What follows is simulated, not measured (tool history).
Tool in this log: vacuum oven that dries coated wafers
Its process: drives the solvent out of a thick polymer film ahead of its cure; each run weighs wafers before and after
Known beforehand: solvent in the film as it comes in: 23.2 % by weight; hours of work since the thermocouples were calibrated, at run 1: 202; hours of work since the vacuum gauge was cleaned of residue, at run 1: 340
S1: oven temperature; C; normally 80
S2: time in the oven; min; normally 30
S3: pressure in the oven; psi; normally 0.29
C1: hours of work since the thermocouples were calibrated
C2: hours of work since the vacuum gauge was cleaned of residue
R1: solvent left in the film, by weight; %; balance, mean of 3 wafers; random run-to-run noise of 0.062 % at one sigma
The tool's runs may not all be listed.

Run 1, hour 0: usual settings; C1 202; C2 340. Result: R1 3.98 %.
Run 2, hour 12.6: usual settings; C1 207; C2 345. Result: R1 3.92 %.
Run 3, hour 36.7: usual settings; C1 217; C2 355. Result: R1 3.97 %.
Run 4, hour 66.8: usual settings; C1 229; C2 367. Result: R1 3.85 %.
Run 5, hour 80: usual settings but S2 35 min; C1 234; C2 372. Result: R1 3.48 %.
Run 6, hour 110.3: usual settings but S2 35 min; C1 246; C2 385. Result: R1 3.5 %.
Run 7, hour 133.1: usual settings; C1 256; C2 394. Result: R1 3.97 %.
Run 8, hour 160.1: usual settings but S2 41 min; C1 266; C2 405. Result: R1 3.08 %.
Run 9, hour 178.3: usual settings; C1 274; C2 412. Result: R1 4.04 %.
Run 10, hour 197: usual settings; C1 281; C2 420. Result: R1 4.1 %.
Run 11, hour 225.1: usual settings; C1 293; C2 431. Result: R1 4.02 %.
Run 12, hour 248.8: usual settings; C1 302; C2 441. Result: R1 4.04 %.
Run 13, hour 268.3: usual settings; C1 310; C2 449. Result: R1 4.03 %.
Run 14, hour 288.1: usual settings; C1 318; C2 457. Result: R1 3.99 %.
Run 15, hour 303.4: usual settings; C1 324; C2 463. Result: R1 4.21 %.
Run 16, hour 323.9: usual settings; C1 333; C2 471. Result: R1 4.02 %.
Run 17, hour 342.3: usual settings; C1 340; C2 478. Result: R1 4.02 %.
Run 18, hour 359.3: usual settings; C1 347; C2 485. Result: R1 4.01 %.
Run 19, hour 372: usual settings; C1 352; C2 490. Result: R1 4.25 %.
Run 20, hour 393.3: usual settings; C1 361; C2 499. Result: R1 4.11 %.
Run 21, hour 420.1: usual settings; C1 371; C2 510. Result: R1 4.22 %.
Run 22, hour 447.4: usual settings; C1 382; C2 521. Result: R1 4.18 %.
Run 23, hour 461.5: usual settings; C1 388; C2 527. Result: R1 4.19 %.
Run 24, hour 491.1: usual settings but S1 93 C, S2 29 min, S3 0.835 psi; C1 400; C2 539. Result: R1 4.15 %.
Run 25, hour 517.9: usual settings but S1 85 C, S2 54 min, S3 0.22 psi; C1 411; C2 549. Result: R1 1.71 %.
Run 26, hour 540.8: usual settings but S2 16 min, S3 0.403 psi; C1 420; C2 559. Result: R1 8.23 %.
Run 27, hour 562.1: usual settings but S2 16 min, S3 0.403 psi; C1 429; C2 567. Result: R1 8.01 %.
Run 28, hour 575.6: usual settings but S1 69 C, S3 0.171 psi; C1 434; C2 573. Result: R1 7.73 %.
Run 29, hour 602.9: usual settings but S1 73 C, S2 22 min, S3 0.531 psi; C1 445; C2 584. Result: R1 10.4 %.
Run 30, hour 622: usual settings but S1 72 C, S2 21 min, S3 0.896 psi; C1 453; C2 591. Result: R1 13.85 %.
Run 31, hour 636.3: usual settings but S1 72 C, S2 21 min, S3 0.199 psi; C1 459; C2 597. Result: R1 8.83 %.
Run 32, hour 666.3: usual settings but S1 72 C, S2 21 min, S3 0.199 psi; C1 471; C2 609. Result: R1 8.81 %.
Run 33, hour 694.4: usual settings but S1 72 C, S2 21 min, S3 0.199 psi; C1 482; C2 621. Result: R1 8.83 %.
Run 34, hour 707.3: usual settings but S3 0.17 psi; C1 487; C2 626. Result: R1 3.3 %.
Run 35, hour 735.4: usual settings but S1 69 C, S2 49 min, S3 0.19 psi; C1 499; C2 637. Result: R1 5.25 %.
Run 36, hour 765.8: usual settings but S1 86 C, S2 22 min, S3 0.232 psi; C1 511; C2 649. Result: R1 3.33 %.
Run 37, hour 786.6: usual settings but S1 86 C, S2 22 min, S3 0.232 psi; C1 519; C2 658. Result: R1 3.17 %.
Run 38, hour 808.9: usual settings but S2 19 min, S3 0.796 psi; C1 528; C2 667. Result: R1 9.72 %.
Run 39, hour 836.2: usual settings but S2 19 min, S3 0.796 psi; C1 540; C2 678. Result: R1 9.74 %.
Run 40, hour 855.8: usual settings but S1 87 C, S2 49 min, S3 0.157 psi; C1 547; C2 686. Result: R1 1.19 %.
Run 41, hour 876.9: usual settings but S1 67 C, S2 33 min, S3 0.463 psi; C1 556; C2 694. Result: R1 11.25 %.

Predict the results of run 42:
Run 42, hour 906.3: usual settings but S1 67 C, S2 38 min, S3 0.606 psi; C1 568; C2 706. Result: R1 ?.

Run 42 measured R1 12.14 %.
Take away the tool's hidden state, keep the run-to-run variation as it was, and the same run would have given R1 11.24 %.
